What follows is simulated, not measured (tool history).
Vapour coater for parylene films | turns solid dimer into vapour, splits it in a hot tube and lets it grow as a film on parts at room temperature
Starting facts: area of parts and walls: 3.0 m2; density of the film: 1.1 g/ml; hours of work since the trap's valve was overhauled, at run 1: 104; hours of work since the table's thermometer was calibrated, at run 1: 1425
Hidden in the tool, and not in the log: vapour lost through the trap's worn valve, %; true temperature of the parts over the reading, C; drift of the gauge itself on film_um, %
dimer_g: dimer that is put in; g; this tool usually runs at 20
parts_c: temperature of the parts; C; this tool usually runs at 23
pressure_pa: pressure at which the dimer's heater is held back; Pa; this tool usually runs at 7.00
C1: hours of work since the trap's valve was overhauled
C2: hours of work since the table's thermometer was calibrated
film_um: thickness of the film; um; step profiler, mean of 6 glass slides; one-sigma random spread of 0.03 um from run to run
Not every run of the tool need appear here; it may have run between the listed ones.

run 1 hour=0.0 | dimer_g=20 parts_c=23 pressure_pa=7.00 | C1=104 C2=1425 | film_um=3.82
run 2 hour=38.0 | dimer_g=20 parts_c=23 pressure_pa=7.00 | C1=121 C2=1443 | film_um=3.83
run 3 hour=115.5 | dimer_g=20 parts_c=23 pressure_pa=10.25 | C1=157 C2=1479 | film_um=3.68
run 4 hour=189.3 | dimer_g=20 parts_c=23 pressure_pa=10.25 | C1=191 C2=1513 | film_um=3.63
run 5 hour=255.4 | dimer_g=20 parts_c=23 pressure_pa=10.25 | C1=222 C2=1544 | film_um=3.61
run 6 hour=327.6 | dimer_g=9 parts_c=23 pressure_pa=7.00 | C1=255 C2=1577 | film_um=1.62
run 7 hour=377.9 | dimer_g=9 parts_c=23 pressure_pa=7.00 | C1=279 C2=1600 | film_um=1.64
run 8 hour=434.0 | dimer_g=32 parts_c=23 pressure_pa=7.00 | C1=305 C2=1626 | film_um=5.71
run 9 hour=507.4 | dimer_g=32 parts_c=23 pressure_pa=7.00 | C1=339 C2=1660 | film_um=5.68
run 10 hour=565.3 | dimer_g=32 parts_c=23 pressure_pa=7.00 | C1=366 C2=1687 | film_um=5.61
-- hour=582.7 trap's valve overhauled
run 11 hour=630.8 | dimer_g=32 parts_c=23 pressure_pa=7.00 | C1=22 C2=1716 | film_um=6.32
run 12 hour=697.5 | dimer_g=32 parts_c=23 pressure_pa=7.00 | C1=53 C2=1746 | film_um=6.29
run 13 hour=767.8 | dimer_g=20 parts_c=23 pressure_pa=7.00 | C1=86 C2=1779 | film_um=3.85
run 14 hour=808.7 | dimer_g=20 parts_c=23 pressure_pa=7.00 | C1=105 C2=1798 | film_um=3.85
run 15 hour=848.4 | dimer_g=20 parts_c=23 pressure_pa=7.00 | C1=123 C2=1816 | film_um=3.84
run 16 hour=918.0 | dimer_g=20 parts_c=23 pressure_pa=7.00 | C1=155 C2=1848 | film_um=3.81
run 17 hour=981.3 | dimer_g=20 parts_c=23 pressure_pa=7.00 | C1=185 C2=1878 | film_um=3.74
run 18 hour=1058.5 | dimer_g=20 parts_c=23 pressure_pa=7.00 | C1=220 C2=1913 | film_um=3.71
run 19 hour=1104.7 | dimer_g=20 parts_c=23 pressure_pa=6.19 | C1=242 C2=1935 | film_um=3.71
run 20 hour=1167.1 | dimer_g=20 parts_c=23 pressure_pa=6.19 | C1=271 C2=1964 | film_um=3.67
run 21 hour=1246.1 | dimer_g=20 parts_c=23 pressure_pa=6.19 | C1=307 C2=2000 | film_um=3.60
run 22 hour=1323.5 | dimer_g=20 parts_c=23 pressure_pa=6.19 | C1=343 C2=2036 | film_um=3.50
-- hour=1387.2 trap's valve overhauled
run 23 hour=1406.1 | dimer_g=32 parts_c=25 pressure_pa=6.19 | C1=9 C2=2073 | film_um=6.01
run 24 hour=1484.3 | dimer_g=32 parts_c=18 pressure_pa=4.06 | C1=45 C2=2109 | film_um=7.36
run 25 hour=1529.1 | dimer_g=12 parts_c=23 pressure_pa=2.80 | C1=66 C2=2129 | film_um=2.42
run 26 hour=1606.1 | dimer_g=12 parts_c=18 pressure_pa=2.80 | C1=101 C2=2165 | film_um=2.71
run 27 hour=1661.9 | dimer_g=10 parts_c=18 pressure_pa=7.50 | C1=127 C2=2191 | film_um=2.14
run 28 hour=1694.7 | dimer_g=10 parts_c=15 pressure_pa=8.02 | C1=142 C2=2206 | film_um=2.29
-- hour=1764.2 table's thermometer calibrated
run 29 hour=1768.0 | dimer_g=10 parts_c=15 pressure_pa=8.02 | C1=176 C2=2 | film_um=2.36
run 30 hour=1812.1 | dimer_g=10 parts_c=15 pressure_pa=8.02 | C1=196 C2=22 | film_um=2.34
run 31 hour=1860.5 | dimer_g=27 parts_c=23 pressure_pa=7.00 | C1=219 C2=45 | film_um=5.05
run 32 hour=1904.1 | dimer_g=11 parts_c=23 pressure_pa=6.21 | C1=239 C2=65 | film_um=2.06
run 33 hour=1979.2 | dimer_g=11 parts_c=23 pressure_pa=6.21 | C1=274 C2=100 | film_um=2.04
run 34 hour=2022.6 | dimer_g=11 parts_c=23 pressure_pa=6.21 | C1=294 C2=120 | film_um=2.03
run 35 hour=2097.8 | dimer_g=8 parts_c=24 pressure_pa=6.21 | C1=329 C2=154 | film_um=1.41
run 36 hour=2173.9 | dimer_g=31 parts_c=30 pressure_pa=6.21 | C1=364 C2=190 | film_um=4.66
-- hour=2194.2 trap's valve overhauled
run 37 hour=2234.1 | dimer_g=31 parts_c=30 pressure_pa=6.21 | C1=18 C2=216 | film_um=5.16
run 38 hour=2281.5 | dimer_g=20 parts_c=25 pressure_pa=3.53 | C1=40 C2=238 | film_um=3.92
run 39 hour=2346.3 | dimer_g=32 parts_c=23 pressure_pa=7.00 | C1=70 C2=268 | film_um=6.31
run 40 hour=2422.1 | dimer_g=15 parts_c=18 pressure_pa=7.00 | C1=106 C2=303 | film_um=3.37

Each row is a separate what-if for the run after 40, all from the same tool condition, not one after another. Results?
run A hour=2499.5 | dimer_g=15 parts_c=15 pressure_pa=5.10 | C1=141 C2=339 | film_um=?
run B hour=2499.5 | dimer_g=13 parts_c=29 pressure_pa=6.99 | C1=141 C2=339 | film_um=?
run C hour=2499.5 | dimer_g=14 parts_c=17 pressure_pa=7.00 | C1=141 C2=339 | film_um=?
run D hour=2499.5 | dimer_g=11 parts_c=18 pressure_pa=11.75 | C1=141 C2=339 | film_um=?
run E hour=2499.5 | dimer_g=14 parts_c=23 pressure_pa=7.00 | C1=141 C2=339 | film_um=?

run=A film_um=3.63
run=B film_um=2.10
run=C film_um=3.16
run=D film_um=2.32
run=E film_um=2.69
Without the tool's unlogged condition, the same runs would have read:
run=A film_um=3.82
run=B film_um=2.21
run=C film_um=3.33
run=D film_um=2.45
run=E film_um=2.84
